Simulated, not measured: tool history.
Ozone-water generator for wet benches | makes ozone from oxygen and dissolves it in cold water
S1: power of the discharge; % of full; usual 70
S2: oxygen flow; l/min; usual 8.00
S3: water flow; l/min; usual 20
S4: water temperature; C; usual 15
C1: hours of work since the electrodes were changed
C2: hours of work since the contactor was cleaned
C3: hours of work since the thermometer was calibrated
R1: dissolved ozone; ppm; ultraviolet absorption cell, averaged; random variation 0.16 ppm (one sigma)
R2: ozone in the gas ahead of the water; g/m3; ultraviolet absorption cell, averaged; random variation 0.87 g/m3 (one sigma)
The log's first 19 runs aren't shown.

run	day	S1	S2	S3	S4	C1	C2	C3	R1	R2
20	38.358	70	8.00	27	11	896	55	158	15.7	138.3
21	40.717	70	8.00	27	11	932	92	195	15.9	139.2
22	42.404	70	8.00	14	23	958	118	221	20.9	138.0
# day 44.125: contactor cleaned, once more
23	44.125	70	8.00	14	23	982	0	245	21.2	138.1
24	46.846	70	8.06	14	17	1025	42	287	23.8	137.3
25	48.538	42	6.51	20	8	1051	68	313	14.3	99.6
26	50.717	80	6.51	20	23	1084	102	347	19.9	179.4
27	52.362	80	6.51	20	23	1110	128	372	19.6	176.9
28	53.825	95	8.00	20	19	1133	150	395	23.4	180.8
29	55.467	95	8.00	22	19	1158	176	420	21.9	179.8
30	58.100	95	8.00	22	19	1199	216	461	22.4	181.3
31	60.642	95	8.00	22	19	1238	256	500	21.9	180.3
32	62.133	95	11.00	22	17	1261	279	524	20.7	145.2
33	63.467	95	11.00	22	17	1282	299	544	21.1	145.9
34	65.850	70	9.65	20	15	1319	336	581	18.4	120.6

Forecast each of these 3 alternatives for the next run:
A	67.979	53	7.40	20	15	1352	369	614	?	?
B	67.979	70	9.65	18	15	1352	369	614	?	?
C	67.979	78	11.10	13	15	1352	369	614	?	?

run	R1	R2
A	15.1	112.2
B	19.8	121.3
C	25.5	121.9
Without the tool's hidden state the same runs would have given:
run	R1	R2
A	15.7	115.7
B	20.8	126.5
C	26.9	127.6

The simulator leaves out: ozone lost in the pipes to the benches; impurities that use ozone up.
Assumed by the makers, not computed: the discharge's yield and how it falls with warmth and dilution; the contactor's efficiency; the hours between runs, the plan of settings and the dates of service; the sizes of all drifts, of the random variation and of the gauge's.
